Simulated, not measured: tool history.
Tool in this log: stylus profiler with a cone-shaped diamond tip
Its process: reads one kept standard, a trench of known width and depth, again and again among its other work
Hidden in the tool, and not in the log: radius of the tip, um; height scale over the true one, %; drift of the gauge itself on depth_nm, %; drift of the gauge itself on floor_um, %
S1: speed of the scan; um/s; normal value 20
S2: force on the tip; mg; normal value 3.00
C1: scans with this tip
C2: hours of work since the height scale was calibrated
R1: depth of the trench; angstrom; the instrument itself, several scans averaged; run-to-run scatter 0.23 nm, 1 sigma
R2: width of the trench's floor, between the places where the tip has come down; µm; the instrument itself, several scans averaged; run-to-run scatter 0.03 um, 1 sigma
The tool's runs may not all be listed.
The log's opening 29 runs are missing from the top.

run	hour	S1	S2	C1	C2	R1	R2
30	745.3	7	6.22	9102	1341	10211.2	15.51
31	766.8	6	1.25	9206	1356	10108.2	15.55
32	799.2	8	5.30	9362	1379	10200.2	15.54
33	830.4	27	4.91	9512	1401	10187.9	15.40
34	850.6	27	4.91	9609	1415	10190.0	15.33
35	872.7	27	4.91	9716	1431	10194.9	15.37
36	908.0	8	2.56	9885	1456	10145.6	15.45
37	922.5	13	5.63	9955	1466	10201.7	15.47
38	937.9	13	5.63	10029	1477	10208.2	15.42
39	955.4	20	2.68	10114	1490	10147.6	15.36
40	978.1	34	1.08	10223	1506	10108.8	15.18
41	1004.2	20	4.71	10349	1524	10191.5	15.37
42	1034.6	19	3.09	10495	1546	10162.4	15.33
43	1053.9	19	3.09	10588	1559	10165.7	15.25
44	1077.6	16	7.34	10702	1576	10240.1	15.34
45	1092.8	21	4.48	10775	1587	10192.8	15.29
46	1128.4	32	7.70	10946	1612	10244.6	15.30

Consider 4 possible next runs. They are alternatives, not a sequence: every one starts from the tool as it was left by run 46. What does each give?
A	1142.8	18	3.00	11016	1622	?	?
B	1142.8	21	7.70	11016	1622	?	?
C	1142.8	18	1.17	11016	1622	?	?
D	1142.8	32	2.31	11016	1622	?	?

run	R1	R2
A	10158.7	15.29
B	10248.3	15.31
C	10115.8	15.20
D	10144.9	15.20
With the hidden condition removed and each run's random variation left untouched, the same runs would have given:
run	R1	R2
A	10093.6	16.44
B	10182.7	16.46
C	10051.0	16.35
D	10079.9	16.35
